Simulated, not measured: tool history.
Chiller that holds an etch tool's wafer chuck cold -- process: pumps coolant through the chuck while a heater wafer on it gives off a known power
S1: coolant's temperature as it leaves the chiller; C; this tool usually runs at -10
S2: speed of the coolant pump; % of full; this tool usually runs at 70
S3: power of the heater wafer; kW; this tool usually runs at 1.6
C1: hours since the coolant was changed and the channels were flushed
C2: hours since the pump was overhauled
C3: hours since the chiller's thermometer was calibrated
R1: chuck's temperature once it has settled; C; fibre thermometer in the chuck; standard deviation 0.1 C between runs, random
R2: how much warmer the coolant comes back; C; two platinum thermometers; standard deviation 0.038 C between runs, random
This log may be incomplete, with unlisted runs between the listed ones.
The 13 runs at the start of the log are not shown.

| run | hour | S1 | S2 | S3 | C1 | C2 | C3 | R1 | R2 |
|---|---|---|---|---|---|---|---|---|---|
| 14 | 827.4 | -10 | 70 | 1.6 | 2101 | 1294 | 1861 | 2.4 | 7.27 |
| 15 | 883 | -10 | 70 | 1.6 | 2156 | 1349 | 1916 | 2.5 | 7.28 |
| 16 | 943.7 | -10 | 70 | 1.6 | 2217 | 1410 | 1977 | 2.2 | 7.22 |
| 17 | 1008.8 | -10 | 70 | 1.6 | 2282 | 1475 | 2042 | 2.5 | 7.13 |
| 18 | 1055.1 | -10 | 70 | 1.6 | 2328 | 1522 | 2088 | 2.2 | 7.14 |
| 19 | 1136.7 | -20 | 70 | 1.6 | 2410 | 1603 | 2170 | -7.7 | 7.15 |
| 20 | 1202.9 | -8 | 70 | 1.998 | 2476 | 1669 | 2236 | 7.5 | 9.02 |
| 21 | 1277.9 | -15 | 68 | 1.36 | 2551 | 1744 | 2311 | -4.2 | 6.18 |
| 22 | 1313.6 | -6 | 70 | 1.6 | 2587 | 1780 | 2347 | 6.5 | 7.18 |
| 23 | 1396.2 | -14 | 70 | 1.184 | 2669 | 1863 | 2429 | -4.8 | 5.14 |
| 24 | 1459.3 | -14 | 70 | 1.184 | 2733 | 1926 | 2492 | -4.9 | 5.11 |
| 25 | 1503.2 | -14 | 70 | 1.184 | 2776 | 1970 | 2536 | -4.6 | 5.03 |
|  | 1511 | gauge calibrated |
| 26 | 1559.5 | -16 | 70 | 1.81 | 2833 | 2026 | 2593 | -2.2 | 8.53 |
| 27 | 1597.8 | -12 | 86 | 1.81 | 2871 | 2064 | 2631 | 0.2 | 6.93 |
| 28 | 1640.5 | -15 | 87 | 1.047 | 2914 | 2107 | 2674 | -8.1 | 3.96 |
| 29 | 1687.8 | -6 | 66 | 1.307 | 2961 | 2154 | 2721 | 4.5 | 6.5 |
| 30 | 1740 | -6 | 66 | 1.307 | 3013 | 2206 | 2773 | 4.7 | 6.51 |
| 31 | 1802.3 | -13 | 66 | 0.913 | 3076 | 2269 | 2835 | -5.6 | 4.44 |
| 32 | 1866.6 | -12 | 68 | 1.175 | 3140 | 2333 | 2900 | -2.8 | 5.62 |
| 33 | 1909.1 | -7 | 70 | 1.039 | 3182 | 2376 | 2942 | 1.1 | 4.77 |

3 options for the next run, each taken on its own from the tool as it stands now. Forecast them:
| A | 1980.7 | -7 | 70 | 1.774 | 3254 | 2447 | 3014 | ? | ? |
| B | 1980.7 | -17 | 88 | 0.959 | 3254 | 2447 | 3014 | ? | ? |
| C | 1980.7 | -4 | 70 | 1.6 | 3254 | 2447 | 3014 | ? | ? |

| run | R1 | R2 |
|---|---|---|
| A | 6.5 | 8.17 |
| B | -10.7 | 3.49 |
| C | 8.4 | 7.43 |
Had the tool no hidden state, the same runs would have come out as:
| run | R1 | R2 |
|---|---|---|
| A | 6.5 | 8.32 |
| B | -10.7 | 3.64 |
| C | 8.3 | 7.58 |
